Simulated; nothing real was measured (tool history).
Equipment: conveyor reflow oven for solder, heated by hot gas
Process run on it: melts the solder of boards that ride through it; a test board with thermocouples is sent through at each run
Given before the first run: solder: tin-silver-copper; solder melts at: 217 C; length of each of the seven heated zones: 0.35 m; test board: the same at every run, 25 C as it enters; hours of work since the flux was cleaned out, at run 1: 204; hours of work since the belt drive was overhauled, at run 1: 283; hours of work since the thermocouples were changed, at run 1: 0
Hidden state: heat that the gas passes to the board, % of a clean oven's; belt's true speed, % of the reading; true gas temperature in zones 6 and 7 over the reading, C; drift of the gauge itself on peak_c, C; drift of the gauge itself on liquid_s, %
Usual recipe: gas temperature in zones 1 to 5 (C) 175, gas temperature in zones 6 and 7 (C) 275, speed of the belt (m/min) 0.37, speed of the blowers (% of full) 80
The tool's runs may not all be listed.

| run | day | gas temperature in zones 1 to 5 (C) | gas temperature in zones 6 and 7 (C) | speed of the belt (m/min) | speed of the blowers (% of full) | hours of work since the flux was cleaned out | hours of work since the belt drive was overhauled | hours of work since the thermocouples were changed | highest temperature of the board (C) | time above the solder's melting point (s) |
|---|---|---|---|---|---|---|---|---|---|---|
| 1 | 0 | 175 | 275 | 0.37 | 80 | 204 | 283 | 0 | 263.52 | 98 |
| 2 | 1.833 | 175 | 275 | 0.37 | 80 | 229 | 308 | 25 | 263.59 | 98 |
| 3 | 3.779 | 175 | 275 | 0.37 | 80 | 255 | 334 | 51 | 263.64 | 97.8 |
| 4 | 5.333 | 175 | 275 | 0.37 | 80 | 276 | 355 | 72 | 263.59 | 98 |
|  | 5.667 | flux residue cleaned out of gas plates and filters |
| 5 | 6.604 | 167 | 275 | 0.37 | 80 | 13 | 369 | 86 | 263.64 | 94.9 |
| 6 | 8.238 | 167 | 286 | 0.37 | 80 | 34 | 391 | 108 | 273.91 | 101.2 |
| 7 | 10.342 | 175 | 275 | 0.37 | 80 | 63 | 419 | 136 | 264.48 | 99.1 |
| 8 | 12.171 | 175 | 275 | 0.37 | 80 | 87 | 444 | 161 | 264.43 | 99.2 |
| 9 | 14 | 175 | 275 | 0.37 | 59 | 112 | 468 | 185 | 259.22 | 93.3 |
| 10 | 16.042 | 175 | 275 | 0.37 | 59 | 139 | 496 | 213 | 259.26 | 93.7 |
| 11 | 17.25 | 175 | 275 | 0.37 | 59 | 155 | 512 | 229 | 259.31 | 93.8 |
| 12 | 18.854 | 175 | 275 | 0.37 | 59 | 177 | 533 | 250 | 259.26 | 93.8 |
| 13 | 20.85 | 175 | 279 | 0.37 | 59 | 204 | 560 | 277 | 262.94 | 97 |
| 14 | 22.496 | 182 | 279 | 0.401 | 59 | 226 | 582 | 299 | 261.38 | 91.5 |
| 15 | 24.658 | 180 | 275 | 0.409 | 72 | 255 | 611 | 328 | 260.49 | 88.6 |
| 16 | 26.112 | 180 | 287 | 0.409 | 69 | 274 | 631 | 348 | 270.4 | 95.4 |
|  | 26.617 | flux residue cleaned out of gas plates and filters |
| 17 | 27.708 | 180 | 287 | 0.409 | 69 | 15 | 649 | 366 | 271.25 | 95.9 |
| 18 | 29.746 | 180 | 287 | 0.409 | 69 | 42 | 677 | 394 | 271.3 | 95.9 |
| 19 | 31.017 | 161 | 275 | 0.356 | 80 | 59 | 694 | 411 | 264.66 | 97.9 |
| 20 | 32.171 | 161 | 275 | 0.388 | 80 | 75 | 709 | 426 | 262.15 | 87 |
| 21 | 33.729 | 176 | 276 | 0.388 | 59 | 95 | 730 | 447 | 259.58 | 90.3 |
| 22 | 35.546 | 176 | 276 | 0.388 | 59 | 120 | 754 | 472 | 259.54 | 90.1 |
| 23 | 37.388 | 175 | 275 | 0.37 | 74 | 144 | 779 | 496 | 264.01 | 99 |
| 24 | 38.492 | 175 | 275 | 0.309 | 70 | 159 | 794 | 511 | 267.75 | 123.5 |

Branching from run 24: 4 alternative next runs. What would each branch give?
| A | 39.912 | 175 | 275 | 0.309 | 55 | 178 | 813 | 530 | ? | ? |
| B | 39.912 | 175 | 283 | 0.328 | 59 | 178 | 813 | 530 | ? | ? |
| C | 39.912 | 161 | 275 | 0.437 | 62 | 178 | 813 | 530 | ? | ? |
| D | 39.912 | 175 | 267 | 0.362 | 80 | 178 | 813 | 530 | ? | ? |

| run | highest temperature of the board (C) | time above the solder's melting point (s) |
|---|---|---|
| A | 264.42 | 120.1 |
| B | 271.23 | 118.1 |
| C | 251.9 | 65.7 |
| D | 258.34 | 97.5 |
With no hidden state in the tool, these same runs would have given:
| run | highest temperature of the board (C) | time above the solder's melting point (s) |
|---|---|---|
| A | 262.87 | 116 |
| B | 269.71 | 114.4 |
| C | 250.52 | 62.9 |
| D | 257.06 | 94.4 |

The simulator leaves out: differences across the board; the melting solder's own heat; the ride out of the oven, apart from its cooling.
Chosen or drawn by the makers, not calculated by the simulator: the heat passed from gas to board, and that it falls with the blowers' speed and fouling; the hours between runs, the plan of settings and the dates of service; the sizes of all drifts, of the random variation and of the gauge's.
